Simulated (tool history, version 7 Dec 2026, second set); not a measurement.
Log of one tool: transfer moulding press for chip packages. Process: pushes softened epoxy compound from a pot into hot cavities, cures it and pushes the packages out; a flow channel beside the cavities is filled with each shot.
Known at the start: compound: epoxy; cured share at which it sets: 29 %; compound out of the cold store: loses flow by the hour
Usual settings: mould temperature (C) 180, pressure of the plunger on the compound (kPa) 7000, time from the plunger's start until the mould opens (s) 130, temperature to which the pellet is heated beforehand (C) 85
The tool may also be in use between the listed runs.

| run | hour | mould temperature (C) | pressure of the plunger on the compound (kPa) | time from the plunger's start until the mould opens (s) | temperature to which the pellet is heated beforehand (C) | incoming compound's hours out of the cold store | length that the compound runs in the flow channel (mm) | greatest force on the pins that push the packages out (N) |
|---|---|---|---|---|---|---|---|---|
| 1 | 0 | 180 | 7000 | 130 | 85 | 34.1 | 644 | 175 |
| 2 | 11.6 | 180 | 7000 | 130 | 88 | 45 | 625 | 182 |
| 3 | 17.5 | 180 | 7000 | 130 | 88 | 15.9 | 677 | 190 |
| 4 | 27.3 | 180 | 7180 | 130 | 85 | 14.9 | 688 | 195 |
| 5 | 39.1 | 180 | 6100 | 130 | 85 | 35.1 | 594 | 199 |
| 6 | 44.7 | 180 | 7000 | 130 | 85 | 46.8 | 623 | 196 |
| 7 | 49.8 | 180 | 7000 | 130 | 85 | 13 | 674 | 207 |
|  | 52.8 | mould's thermocouples calibrated |
|  | 55.8 | cavities cleaned with cleaning compound and waxed |
| 8 | 60 | 180 | 7000 | 130 | 85 | 45.7 | 623 | 174 |
| 9 | 71.2 | 180 | 7230 | 130 | 90 | 40.5 | 634 | 178 |
| 10 | 82.3 | 180 | 7000 | 153 | 85 | 11.8 | 685 | 177 |
| 11 | 89 | 185 | 6060 | 150 | 85 | 37.7 | 577 | 179 |
| 12 | 98.1 | 185 | 6060 | 150 | 85 | 22.3 | 599 | 174 |
|  | 102.3 | mould's thermocouples calibrated, once more |
| 13 | 107 | 175 | 5340 | 130 | 85 | 20.1 | 597 | 239 |
| 14 | 118.6 | 187 | 7670 | 121 | 85 | 36.8 | 640 | 188 |
|  | 126.2 | cavities cleaned with cleaning compound and waxed |
| 15 | 126.7 | 187 | 7670 | 121 | 85 | 24.2 | 653 | 157 |
| 16 | 135.5 | 173 | 5580 | 122 | 95 | 41.8 | 577 | 265 |

Forecast each of these 5 alternatives for the next run:
| A | 146.9 | 173 | 5580 | 122 | 89 | 34.3 | ? | ? |
| B | 146.9 | 173 | 8230 | 122 | 82 | 36.3 | ? | ? |
| C | 146.9 | 180 | 5340 | 130 | 90 | 33.2 | ? | ? |
| D | 146.9 | 183 | 5220 | 150 | 95 | 41.3 | ? | ? |
| E | 146.9 | 173 | 5580 | 122 | 95 | 42.8 | ? | ? |

| run | length that the compound runs in the flow channel (mm) | greatest force on the pins that push the packages out (N) |
|---|---|---|
| A | 587 | 278 |
| B | 720 | 295 |
| C | 553 | 184 |
| D | 530 | 172 |
| E | 577 | 274 |
Without the tool's hidden state the same runs would have given:
| run | length that the compound runs in the flow channel (mm) | greatest force on the pins that push the packages out (N) |
|---|---|---|
| A | 607 | 248 |
| B | 744 | 263 |
| C | 572 | 167 |
| D | 548 | 156 |
| E | 596 | 243 |
